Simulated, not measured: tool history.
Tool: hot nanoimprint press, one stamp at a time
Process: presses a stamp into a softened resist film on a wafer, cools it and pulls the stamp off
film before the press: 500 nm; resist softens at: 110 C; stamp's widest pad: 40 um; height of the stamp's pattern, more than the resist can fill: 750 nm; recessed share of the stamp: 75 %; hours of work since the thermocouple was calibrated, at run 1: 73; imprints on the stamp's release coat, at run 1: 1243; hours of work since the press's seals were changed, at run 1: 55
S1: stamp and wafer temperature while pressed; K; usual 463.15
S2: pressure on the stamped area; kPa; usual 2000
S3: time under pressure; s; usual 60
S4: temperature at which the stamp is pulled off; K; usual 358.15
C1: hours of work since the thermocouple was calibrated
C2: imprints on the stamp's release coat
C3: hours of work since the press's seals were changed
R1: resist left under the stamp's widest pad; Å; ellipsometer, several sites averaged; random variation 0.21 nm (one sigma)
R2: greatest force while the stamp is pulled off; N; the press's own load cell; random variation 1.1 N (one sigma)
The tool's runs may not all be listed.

{"run": 1, "day": 0.0, "S1": 463.15, "S2": 2000, "S3": 60, "S4": 358.15, "C1": 73, "C2": 1243, "C3": 55, "R1": 1773, "R2": 178}
{"run": 2, "day": 0.433, "S1": 463.15, "S2": 2440, "S3": 60, "S4": 358.15, "C1": 79, "C2": 1284, "C3": 60, "R1": 1602, "R2": 176}
{"run": 3, "day": 1.221, "S1": 463.15, "S2": 2440, "S3": 60, "S4": 358.15, "C1": 89, "C2": 1360, "C3": 70, "R1": 1598, "R2": 178}
{"day": 1.879, "done": "stamp cleaned and given a new release coat"}
{"run": 4, "day": 1.958, "S1": 463.15, "S2": 2440, "S3": 60, "S4": 363.15, "C1": 95, "C2": 8, "C3": 77, "R1": 1598, "R2": 139}
{"run": 5, "day": 2.808, "S1": 463.15, "S2": 2440, "S3": 60, "S4": 363.15, "C1": 106, "C2": 89, "C3": 87, "R1": 1594, "R2": 140}
{"run": 6, "day": 3.333, "S1": 463.15, "S2": 2440, "S3": 60, "S4": 363.15, "C1": 113, "C2": 140, "C3": 94, "R1": 1596, "R2": 139}
{"run": 7, "day": 4.367, "S1": 463.15, "S2": 2440, "S3": 60, "S4": 363.15, "C1": 126, "C2": 240, "C3": 107, "R1": 1594, "R2": 142}
{"run": 8, "day": 5.088, "S1": 454.15, "S2": 2440, "S3": 60, "S4": 363.15, "C1": 135, "C2": 310, "C3": 117, "R1": 2077, "R2": 142}
{"run": 9, "day": 5.638, "S1": 454.15, "S2": 2440, "S3": 60, "S4": 363.15, "C1": 142, "C2": 363, "C3": 124, "R1": 2076, "R2": 142}
{"run": 10, "day": 6.325, "S1": 463.15, "S2": 2440, "S3": 60, "S4": 358.15, "C1": 151, "C2": 429, "C3": 132, "R1": 1591, "R2": 161}
{"run": 11, "day": 7.05, "S1": 463.15, "S2": 2440, "S3": 60, "S4": 358.15, "C1": 160, "C2": 499, "C3": 142, "R1": 1589, "R2": 161}
{"run": 12, "day": 7.858, "S1": 463.15, "S2": 2440, "S3": 60, "S4": 358.15, "C1": 171, "C2": 577, "C3": 152, "R1": 1584, "R2": 163}
{"run": 13, "day": 8.912, "S1": 463.15, "S2": 2440, "S3": 60, "S4": 358.15, "C1": 184, "C2": 679, "C3": 165, "R1": 1581, "R2": 163}
{"run": 14, "day": 9.575, "S1": 463.15, "S2": 2440, "S3": 60, "S4": 358.15, "C1": 193, "C2": 742, "C3": 174, "R1": 1577, "R2": 165}
{"run": 15, "day": 10.383, "S1": 463.15, "S2": 2440, "S3": 60, "S4": 358.15, "C1": 203, "C2": 820, "C3": 184, "R1": 1579, "R2": 167}
{"run": 16, "day": 11.25, "S1": 463.15, "S2": 2440, "S3": 79, "S4": 360.15, "C1": 214, "C2": 904, "C3": 195, "R1": 1405, "R2": 162}
{"run": 17, "day": 11.867, "S1": 460.15, "S2": 2000, "S3": 60, "S4": 365.15, "C1": 222, "C2": 963, "C3": 203, "R1": 1901, "R2": 145}
{"run": 18, "day": 12.825, "S1": 462.15, "S2": 2000, "S3": 45, "S4": 344.15, "C1": 234, "C2": 1056, "C3": 215, "R1": 2005, "R2": 220}
{"run": 19, "day": 13.596, "S1": 462.15, "S2": 2000, "S3": 45, "S4": 344.15, "C1": 244, "C2": 1130, "C3": 225, "R1": 2002, "R2": 219}
{"run": 20, "day": 14.533, "S1": 473.15, "S2": 2930, "S3": 45, "S4": 344.15, "C1": 256, "C2": 1221, "C3": 237, "R1": 1220, "R2": 225}
{"day": 14.983, "done": "plate thermocouple calibrated"}
{"run": 21, "day": 15.096, "S1": 452.15, "S2": 1480, "S3": 37, "S4": 349.15, "C1": 1, "C2": 1263, "C3": 243, "R1": 3259, "R2": 210}
{"run": 22, "day": 15.608, "S1": 452.15, "S2": 1480, "S3": 80, "S4": 349.15, "C1": 8, "C2": 1313, "C3": 249, "R1": 2571, "R2": 215}
{"run": 23, "day": 16.354, "S1": 456.15, "S2": 1660, "S3": 79, "S4": 347.15, "C1": 18, "C2": 1384, "C3": 259, "R1": 2175, "R2": 220}
{"day": 16.808, "done": "stamp cleaned and given a new release coat"}
{"run": 24, "day": 17.142, "S1": 456.15, "S2": 1900, "S3": 79, "S4": 350.15, "C1": 24, "C2": 33, "C3": 266, "R1": 2034, "R2": 184}
{"run": 25, "day": 17.583, "S1": 461.15, "S2": 1720, "S3": 79, "S4": 364.15, "C1": 30, "C2": 75, "C3": 271, "R1": 1844, "R2": 139}
{"run": 26, "day": 18.329, "S1": 463.15, "S2": 2000, "S3": 63, "S4": 358.15, "C1": 40, "C2": 147, "C3": 281, "R1": 1763, "R2": 159}

The same runs without the tool's hidden state, with the same run-to-run variation:
The hidden state here: true temperature over the reading, C; pressure that arrives at the usual setting, %; grip of the stamp's worn release coat, % over a new coat's; drift of the gauge itself on residual_nm, %; drift of the gauge itself on pull_off_n, %.
run=1 R1=1786 R2=157
run=2 R1=1613 R2=155
run=3 R1=1611 R2=156
run=4 R1=1613 R2=140
run=5 R1=1610 R2=140
run=6 R1=1614 R2=138
run=7 R1=1614 R2=140
run=8 R1=2107 R2=139
run=9 R1=2108 R2=139
run=10 R1=1616 R2=155
run=11 R1=1616 R2=155
run=12 R1=1613 R2=156
run=13 R1=1612 R2=155
run=14 R1=1609 R2=155
run=15 R1=1613 R2=156
run=16 R1=1438 R2=151
run=17 R1=1948 R2=134
run=18 R1=2055 R2=200
run=19 R1=2055 R2=198
run=20 R1=1248 R2=202
run=21 R1=3234 R2=183
run=22 R1=2547 R2=187
run=23 R1=2156 R2=190
run=24 R1=2016 R2=182
run=25 R1=1830 R2=137
run=26 R1=1750 R2=156
